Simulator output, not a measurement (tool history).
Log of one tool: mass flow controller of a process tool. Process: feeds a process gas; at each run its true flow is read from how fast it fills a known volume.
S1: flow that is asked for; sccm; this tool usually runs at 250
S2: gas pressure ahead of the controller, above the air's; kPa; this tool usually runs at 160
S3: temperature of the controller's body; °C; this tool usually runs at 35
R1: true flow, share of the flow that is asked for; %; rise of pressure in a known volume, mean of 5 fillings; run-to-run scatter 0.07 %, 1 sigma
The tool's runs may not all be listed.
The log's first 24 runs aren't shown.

{"run": 25, "day": 99.396, "S1": 270, "S2": 231, "S3": 35, "R1": 96.47}
{"run": 26, "day": 103.588, "S1": 270, "S2": 231, "S3": 35, "R1": 96.39}
{"day": 105.85, "done": "gauge calibrated"}
{"run": 27, "day": 106.067, "S1": 270, "S2": 231, "S3": 25, "R1": 99.28}
{"run": 28, "day": 108.554, "S1": 270, "S2": 231, "S3": 25, "R1": 99.28}
{"run": 29, "day": 113.4, "S1": 270, "S2": 231, "S3": 25, "R1": 99.23}
{"run": 30, "day": 118.875, "S1": 218, "S2": 160, "S3": 35, "R1": 98.58}
{"run": 31, "day": 124.075, "S1": 218, "S2": 160, "S3": 35, "R1": 98.46}
{"run": 32, "day": 127.333, "S1": 250, "S2": 184, "S3": 34, "R1": 98.42}
{"run": 33, "day": 129.829, "S1": 250, "S2": 221, "S3": 22, "R1": 99.32}
{"run": 34, "day": 133.542, "S1": 392, "S2": 206, "S3": 26, "R1": 99.09}
{"run": 35, "day": 139.396, "S1": 167, "S2": 163, "S3": 27, "R1": 98.73}
{"run": 36, "day": 142.55, "S1": 52, "S2": 188, "S3": 37, "R1": 97.25}
{"run": 37, "day": 146.942, "S1": 100, "S2": 165, "S3": 31, "R1": 98.09}
{"run": 38, "day": 149.917, "S1": 100, "S2": 165, "S3": 31, "R1": 98.03}
{"run": 39, "day": 155.6, "S1": 250, "S2": 197, "S3": 35, "R1": 97.58}
{"run": 40, "day": 160.767, "S1": 408, "S2": 177, "S3": 35, "R1": 98.19}
{"run": 41, "day": 164.65, "S1": 250, "S2": 190, "S3": 21, "R1": 98.87}
{"run": 42, "day": 167.704, "S1": 205, "S2": 165, "S3": 29, "R1": 97.99}
{"run": 43, "day": 172.979, "S1": 58, "S2": 185, "S3": 29, "R1": 97.46}
{"run": 44, "day": 178.633, "S1": 314, "S2": 160, "S3": 28, "R1": 98.3}
{"run": 45, "day": 181.662, "S1": 322, "S2": 202, "S3": 28, "R1": 97.83}
{"run": 46, "day": 187.417, "S1": 250, "S2": 160, "S3": 20, "R1": 98.65}
{"run": 47, "day": 190.267, "S1": 82, "S2": 160, "S3": 35, "R1": 96.75}

Branching from run 47: 5 alternative next runs. What would each branch give?
{"day": 192.933, "done": "controller exchanged for a calibrated one"}
{"run": "A", "day": 193.933, "S1": 225, "S2": 160, "S3": 35, "R1": "?"}
{"day": 192.933, "done": "controller exchanged for a calibrated one"}
{"run": "B", "day": 193.933, "S1": 183, "S2": 160, "S3": 35, "R1": "?"}
{"day": 192.933, "done": "controller exchanged for a calibrated one"}
{"run": "C", "day": 193.933, "S1": 100, "S2": 211, "S3": 24, "R1": "?"}
{"day": 192.933, "done": "controller exchanged for a calibrated one"}
{"run": "D", "day": 193.933, "S1": 386, "S2": 272, "S3": 35, "R1": "?"}
{"day": 192.933, "done": "controller exchanged for a calibrated one"}
{"run": "E", "day": 193.933, "S1": 87, "S2": 256, "S3": 35, "R1": "?"}

run=A R1=97.14
run=B R1=96.98
run=C R1=97.37
run=D R1=96.50
run=E R1=96.15
Without the tool's hidden state the same runs would have given:
run=A R1=98.85
run=B R1=98.69
run=C R1=99.09
run=D R1=98.21
run=E R1=97.84

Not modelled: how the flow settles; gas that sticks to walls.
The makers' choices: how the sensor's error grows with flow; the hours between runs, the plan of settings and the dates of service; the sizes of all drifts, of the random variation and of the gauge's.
